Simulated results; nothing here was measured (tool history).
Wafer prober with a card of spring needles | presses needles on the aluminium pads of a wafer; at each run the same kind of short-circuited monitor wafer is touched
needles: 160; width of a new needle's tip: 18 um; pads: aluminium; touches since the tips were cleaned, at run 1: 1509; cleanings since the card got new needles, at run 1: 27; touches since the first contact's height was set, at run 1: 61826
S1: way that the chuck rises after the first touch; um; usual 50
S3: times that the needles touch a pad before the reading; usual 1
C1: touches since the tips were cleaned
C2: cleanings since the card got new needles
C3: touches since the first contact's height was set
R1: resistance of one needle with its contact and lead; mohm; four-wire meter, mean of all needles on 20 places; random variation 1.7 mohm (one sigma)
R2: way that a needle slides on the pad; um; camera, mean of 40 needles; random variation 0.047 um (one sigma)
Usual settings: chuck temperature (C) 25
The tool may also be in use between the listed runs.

{"run": 1, "hour": 0.0, "S1": 50, "chuck temperature (C)": 25, "S3": 1, "C1": 1509, "C2": 27, "C3": 61826, "R1": 282, "R2": 6.53}
{"hour": 1.9, "done": "tips cleaned on abrasive film"}
{"hour": 5.5, "done": "tips cleaned on abrasive film"}
{"hour": 10.0, "done": "tips cleaned on abrasive film"}
{"hour": 13.7, "done": "tips cleaned on abrasive film"}
{"hour": 18.2, "done": "tips cleaned on abrasive film"}
{"hour": 21.9, "done": "tips cleaned on abrasive film"}
{"hour": 25.5, "done": "tips cleaned on abrasive film"}
{"hour": 30.0, "done": "tips cleaned on abrasive film"}
{"run": 2, "hour": 32.8, "S1": 50, "chuck temperature (C)": 25, "S3": 1, "C1": 1576, "C2": 35, "C3": 80031, "R1": 314, "R2": 6.32}
{"hour": 33.8, "done": "tips cleaned on abrasive film"}
{"hour": 37.4, "done": "tips cleaned on abrasive film"}
{"hour": 41.1, "done": "tips cleaned on abrasive film"}
{"hour": 45.6, "done": "tips cleaned on abrasive film"}
{"hour": 49.3, "done": "tips cleaned on abrasive film"}
{"hour": 52.9, "done": "tips cleaned on abrasive film"}
{"hour": 57.4, "done": "tips cleaned on abrasive film"}
{"hour": 62.0, "done": "tips cleaned on abrasive film"}
{"hour": 66.5, "done": "tips cleaned on abrasive film"}
{"hour": 70.1, "done": "tips cleaned on abrasive film"}
{"run": 3, "hour": 73.4, "S1": 50, "chuck temperature (C)": 25, "S3": 1, "C1": 1842, "C2": 45, "C3": 102534, "R1": 340, "R2": 6.19}
{"hour": 74.4, "done": "tips cleaned on abrasive film"}
{"hour": 78.9, "done": "tips cleaned on abrasive film"}
{"hour": 82.5, "done": "tips cleaned on abrasive film"}
{"hour": 82.8, "done": "height of the first contact set anew"}
{"hour": 86.5, "done": "tips cleaned on abrasive film"}
{"hour": 90.1, "done": "tips cleaned on abrasive film"}
{"hour": 93.8, "done": "tips cleaned on abrasive film"}
{"hour": 98.3, "done": "tips cleaned on abrasive film"}
{"run": 4, "hour": 100.9, "S1": 50, "chuck temperature (C)": 25, "S3": 1, "C1": 1487, "C2": 52, "C3": 10054, "R1": 299, "R2": 6.86}
{"hour": 102.8, "done": "tips cleaned on abrasive film"}
{"hour": 107.3, "done": "tips cleaned on abrasive film"}
{"hour": 111.0, "done": "tips cleaned on abrasive film"}
{"hour": 114.6, "done": "tips cleaned on abrasive film"}
{"hour": 119.1, "done": "tips cleaned on abrasive film"}
{"hour": 122.8, "done": "tips cleaned on abrasive film"}
{"run": 5, "hour": 125.7, "S1": 50, "chuck temperature (C)": 25, "S3": 2, "C1": 1668, "C2": 58, "C3": 23818, "R1": 260, "R2": 6.7}
{"hour": 126.7, "done": "tips cleaned on abrasive film"}
{"hour": 131.2, "done": "tips cleaned on abrasive film"}
{"hour": 135.8, "done": "tips cleaned on abrasive film"}
{"hour": 140.3, "done": "tips cleaned on abrasive film"}
{"run": 6, "hour": 142.8, "S1": 32, "chuck temperature (C)": 25, "S3": 2, "C1": 1426, "C2": 62, "C3": 33308, "R1": 367, "R2": 4.27}
{"hour": 144.7, "done": "tips cleaned on abrasive film"}
{"hour": 148.3, "done": "tips cleaned on abrasive film"}
{"hour": 152.0, "done": "tips cleaned on abrasive film"}
{"hour": 156.5, "done": "tips cleaned on abrasive film"}
{"hour": 160.1, "done": "tips cleaned on abrasive film"}
{"hour": 164.7, "done": "tips cleaned on abrasive film"}
{"hour": 168.3, "done": "tips cleaned on abrasive film"}
{"hour": 172.0, "done": "tips cleaned on abrasive film"}
{"hour": 176.5, "done": "tips cleaned on abrasive film"}
{"hour": 181.0, "done": "tips cleaned on abrasive film"}
{"run": 7, "hour": 183.9, "S1": 50, "chuck temperature (C)": 25, "S3": 3, "C1": 1610, "C2": 72, "C3": 56084, "R1": 234, "R2": 6.56}
{"hour": 184.8, "done": "tips cleaned on abrasive film"}
{"hour": 188.5, "done": "tips cleaned on abrasive film"}
{"hour": 192.1, "done": "tips cleaned on abrasive film"}
{"hour": 196.7, "done": "tips cleaned on abrasive film"}
{"hour": 200.3, "done": "tips cleaned on abrasive film"}
{"hour": 204.0, "done": "tips cleaned on abrasive film"}
{"hour": 207.6, "done": "tips cleaned on abrasive film"}
{"run": 8, "hour": 208.8, "S1": 50, "chuck temperature (C)": 25, "S3": 3, "C1": 696, "C2": 79, "C3": 69883, "R1": 205, "R2": 6.55}
{"hour": 211.6, "done": "tips cleaned on abrasive film"}
{"hour": 215.2, "done": "tips cleaned on abrasive film"}
{"hour": 219.8, "done": "tips cleaned on abrasive film"}
{"hour": 223.4, "done": "tips cleaned on abrasive film"}
{"hour": 227.9, "done": "tips cleaned on abrasive film"}
{"run": 9, "hour": 228.4, "S1": 50, "chuck temperature (C)": 95, "S3": 1, "C1": 263, "C2": 84, "C3": 80728, "R1": 234, "R2": 6.51}
{"hour": 232.0, "done": "tips cleaned on abrasive film"}
{"hour": 236.6, "done": "tips cleaned on abrasive film"}
{"hour": 239.3, "done": "tips cleaned on abrasive film, once more"}
{"hour": 243.0, "done": "tips cleaned on abrasive film"}
{"hour": 246.6, "done": "tips cleaned on abrasive film"}
{"hour": 250.3, "done": "tips cleaned on abrasive film"}
{"run": 10, "hour": 252.4, "S1": 50, "chuck temperature (C)": 95, "S3": 1, "C1": 1217, "C2": 90, "C3": 94041, "R1": 314, "R2": 6.39}
{"hour": 254.3, "done": "tips cleaned on abrasive film"}
{"hour": 257.9, "done": "tips cleaned on abrasive film"}
{"hour": 261.6, "done": "tips cleaned on abrasive film"}
{"hour": 266.1, "done": "tips cleaned on abrasive film"}
{"hour": 270.6, "done": "tips cleaned on abrasive film"}
{"hour": 275.2, "done": "tips cleaned on abrasive film"}
{"hour": 277.2, "done": "height of the first contact set anew"}
{"hour": 279.1, "done": "tips cleaned on abrasive film"}
{"hour": 283.6, "done": "tips cleaned on abrasive film"}
{"hour": 287.3, "done": "tips cleaned on abrasive film"}
{"hour": 291.8, "done": "tips cleaned on abrasive film"}
{"run": 11, "hour": 293.8, "S1": 69, "chuck temperature (C)": 25, "S3": 1, "C1": 1108, "C2": 100, "C3": 9171, "R1": 223, "R2": 9.41}
{"hour": 295.6, "done": "tips cleaned on abrasive film"}
{"hour": 299.3, "done": "tips cleaned on abrasive film"}
{"hour": 302.9, "done": "tips cleaned on abrasive film"}
{"hour": 306.6, "done": "tips cleaned on abrasive film"}
{"hour": 310.2, "done": "tips cleaned on abrasive film"}
{"hour": 314.7, "done": "tips cleaned on abrasive film"}
{"hour": 319.3, "done": "tips cleaned on abrasive film"}
{"hour": 322.9, "done": "tips cleaned on abrasive film"}
{"hour": 326.6, "done": "tips cleaned on abrasive film"}
{"hour": 330.2, "done": "tips cleaned on abrasive film"}
{"hour": 333.8, "done": "tips cleaned on abrasive film"}
{"run": 12, "hour": 334.8, "S1": 30, "chuck temperature (C)": 41, "S3": 2, "C1": 563, "C2": 111, "C3": 31912, "R1": 294, "R2": 3.96}
{"hour": 337.6, "done": "tips cleaned on abrasive film"}
{"hour": 342.1, "done": "tips cleaned on abrasive film"}
{"hour": 346.7, "done": "tips cleaned on abrasive film"}
{"hour": 350.3, "done": "tips cleaned on abrasive film"}
{"hour": 353.9, "done": "tips cleaned on abrasive film"}
{"hour": 357.6, "done": "tips cleaned on abrasive film"}
{"hour": 362.1, "done": "tips cleaned on abrasive film"}
{"run": 13, "hour": 364.7, "S1": 30, "chuck temperature (C)": 41, "S3": 2, "C1": 1496, "C2": 118, "C3": 48526, "R1": 464, "R2": 3.9}
{"hour": 366.6, "done": "tips cleaned on abrasive film"}
{"hour": 370.3, "done": "tips cleaned on abrasive film"}
{"hour": 373.9, "done": "tips cleaned on abrasive film"}
{"hour": 377.6, "done": "tips cleaned on abrasive film"}
{"hour": 381.2, "done": "tips cleaned on abrasive film"}
{"hour": 385.7, "done": "tips cleaned on abrasive film"}
{"run": 14, "hour": 387.8, "S1": 48, "chuck temperature (C)": 41, "S3": 2, "C1": 1166, "C2": 124, "C3": 61283, "R1": 266, "R2": 6.2}
{"hour": 389.7, "done": "tips cleaned on abrasive film"}
{"hour": 394.2, "done": "tips cleaned on abrasive film"}
{"hour": 398.7, "done": "tips cleaned on abrasive film"}
{"hour": 402.4, "done": "tips cleaned on abrasive film"}
{"hour": 406.9, "done": "tips cleaned on abrasive film"}
{"hour": 411.4, "done": "tips cleaned on abrasive film"}
{"hour": 415.6, "done": "tips cleaned on abrasive film"}
{"run": 15, "hour": 415.6, "S1": 34, "chuck temperature (C)": 25, "S3": 2, "C1": 0, "C2": 131, "C3": 76717, "R1": 214, "R2": 4.22}
{"hour": 420.1, "done": "tips cleaned on abrasive film"}
{"hour": 423.8, "done": "tips cleaned on abrasive film"}
{"hour": 428.3, "done": "tips cleaned on abrasive film"}
{"hour": 432.0, "done": "tips cleaned on abrasive film"}
{"hour": 436.5, "done": "tips cleaned on abrasive film"}
{"hour": 440.1, "done": "tips cleaned on abrasive film"}
{"run": 16, "hour": 442.1, "S1": 61, "chuck temperature (C)": 80, "S3": 1, "C1": 1121, "C2": 137, "C3": 91444, "R1": 281, "R2": 7.86}
{"hour": 444.0, "done": "tips cleaned on abrasive film"}
{"hour": 447.6, "done": "tips cleaned on abrasive film"}
{"hour": 452.2, "done": "tips cleaned on abrasive film"}
{"hour": 456.7, "done": "tips cleaned on abrasive film"}
{"hour": 460.3, "done": "tips cleaned on abrasive film"}
{"run": 17, "hour": 460.9, "S1": 47, "chuck temperature (C)": 72, "S3": 2, "C1": 314, "C2": 142, "C3": 101837, "R1": 237, "R2": 5.86}
{"hour": 464.5, "done": "tips cleaned on abrasive film"}
{"hour": 469.1, "done": "tips cleaned on abrasive film"}
{"hour": 472.0, "done": "height of the first contact set anew"}
{"hour": 473.9, "done": "tips cleaned on abrasive film"}
{"hour": 477.5, "done": "tips cleaned on abrasive film"}
{"hour": 482.1, "done": "tips cleaned on abrasive film"}
{"hour": 486.6, "done": "tips cleaned on abrasive film"}
{"hour": 490.2, "done": "tips cleaned on abrasive film"}
{"hour": 494.8, "done": "tips cleaned on abrasive film"}
{"hour": 498.4, "done": "tips cleaned on abrasive film"}
{"run": 18, "hour": 500.2, "S1": 34, "chuck temperature (C)": 42, "S3": 2, "C1": 997, "C2": 151, "C3": 15612, "R1": 351, "R2": 4.63}
{"hour": 502.9, "done": "tips cleaned on abrasive film"}
{"hour": 506.6, "done": "tips cleaned on abrasive film"}
{"hour": 510.2, "done": "tips cleaned on abrasive film"}
{"hour": 513.9, "done": "tips cleaned on abrasive film"}
{"hour": 517.5, "done": "tips cleaned on abrasive film"}
{"hour": 522.0, "done": "tips cleaned on abrasive film"}
{"hour": 525.7, "done": "tips cleaned on abrasive film"}
{"run": 19, "hour": 528.7, "S1": 50, "chuck temperature (C)": 25, "S3": 1, "C1": 1700, "C2": 158, "C3": 31423, "R1": 353, "R2": 6.7}
{"hour": 529.7, "done": "tips cleaned on abrasive film"}
{"hour": 534.2, "done": "tips cleaned on abrasive film"}
{"hour": 538.7, "done": "tips cleaned on abrasive film"}
{"hour": 542.4, "done": "tips cleaned on abrasive film"}
{"hour": 546.0, "done": "tips cleaned on abrasive film"}
{"hour": 549.7, "done": "tips cleaned on abrasive film"}
{"run": 20, "hour": 550.7, "S1": 50, "chuck temperature (C)": 25, "S3": 1, "C1": 573, "C2": 164, "C3": 43588, "R1": 250, "R2": 6.67}
{"hour": 553.4, "done": "tips cleaned on abrasive film"}
{"hour": 557.1, "done": "tips cleaned on abrasive film"}
{"hour": 560.7, "done": "tips cleaned on abrasive film"}
{"hour": 565.2, "done": "tips cleaned on abrasive film"}
{"hour": 568.9, "done": "tips cleaned on abrasive film"}
{"hour": 573.4, "done": "tips cleaned on abrasive film"}
{"hour": 577.9, "done": "tips cleaned on abrasive film"}
{"hour": 581.6, "done": "tips cleaned on abrasive film"}
{"hour": 593.6, "done": "card fitted with new needles"}
{"hour": 598.1, "done": "tips cleaned on abrasive film"}
{"hour": 601.8, "done": "tips cleaned on abrasive film"}
{"run": 21, "hour": 604.6, "S1": 50, "chuck temperature (C)": 38, "S3": 2, "C1": 1590, "C2": 2, "C3": 6125, "R1": 238, "R2": 6.81}

Forecast each of these 3 alternatives for the next run:
{"hour": 605.5, "done": "tips cleaned on abrasive film"}
{"hour": 609.2, "done": "tips cleaned on abrasive film"}
{"hour": 613.7, "done": "tips cleaned on abrasive film"}
{"hour": 618.3, "done": "tips cleaned on abrasive film"}
{"hour": 621.9, "done": "tips cleaned on abrasive film"}
{"hour": 625.5, "done": "tips cleaned on abrasive film"}
{"hour": 629.2, "done": "tips cleaned on abrasive film"}
{"hour": 633.7, "done": "tips cleaned on abrasive film"}
{"run": "A", "hour": 633.9, "S1": 54, "chuck temperature (C)": 25, "S3": 1, "C1": 112, "C2": 10, "C3": 22364, "R1": "?", "R2": "?"}
{"hour": 605.5, "done": "tips cleaned on abrasive film"}
{"hour": 609.2, "done": "tips cleaned on abrasive film"}
{"hour": 613.7, "done": "tips cleaned on abrasive film"}
{"hour": 618.3, "done": "tips cleaned on abrasive film"}
{"hour": 621.9, "done": "tips cleaned on abrasive film"}
{"hour": 625.5, "done": "tips cleaned on abrasive film"}
{"hour": 629.2, "done": "tips cleaned on abrasive film"}
{"hour": 633.7, "done": "tips cleaned on abrasive film"}
{"run": "B", "hour": 633.9, "S1": 37, "chuck temperature (C)": 34, "S3": 2, "C1": 112, "C2": 10, "C3": 22364, "R1": "?", "R2": "?"}
{"hour": 605.5, "done": "tips cleaned on abrasive film"}
{"hour": 609.2, "done": "tips cleaned on abrasive film"}
{"hour": 613.7, "done": "tips cleaned on abrasive film"}
{"hour": 618.3, "done": "tips cleaned on abrasive film"}
{"hour": 621.9, "done": "tips cleaned on abrasive film"}
{"hour": 625.5, "done": "tips cleaned on abrasive film"}
{"hour": 629.2, "done": "tips cleaned on abrasive film"}
{"hour": 633.7, "done": "tips cleaned on abrasive film"}
{"run": "C", "hour": 633.9, "S1": 50, "chuck temperature (C)": 92, "S3": 1, "C1": 112, "C2": 10, "C3": 22364, "R1": "?", "R2": "?"}

run=A R1=195 R2=7.42
run=B R1=216 R2=5.02
run=C R1=211 R2=6.8
Without the tool's hidden state the same runs would have given:
run=A R1=171 R2=7.53
run=B R1=186 R2=5.12
run=C R1=186 R2=6.91

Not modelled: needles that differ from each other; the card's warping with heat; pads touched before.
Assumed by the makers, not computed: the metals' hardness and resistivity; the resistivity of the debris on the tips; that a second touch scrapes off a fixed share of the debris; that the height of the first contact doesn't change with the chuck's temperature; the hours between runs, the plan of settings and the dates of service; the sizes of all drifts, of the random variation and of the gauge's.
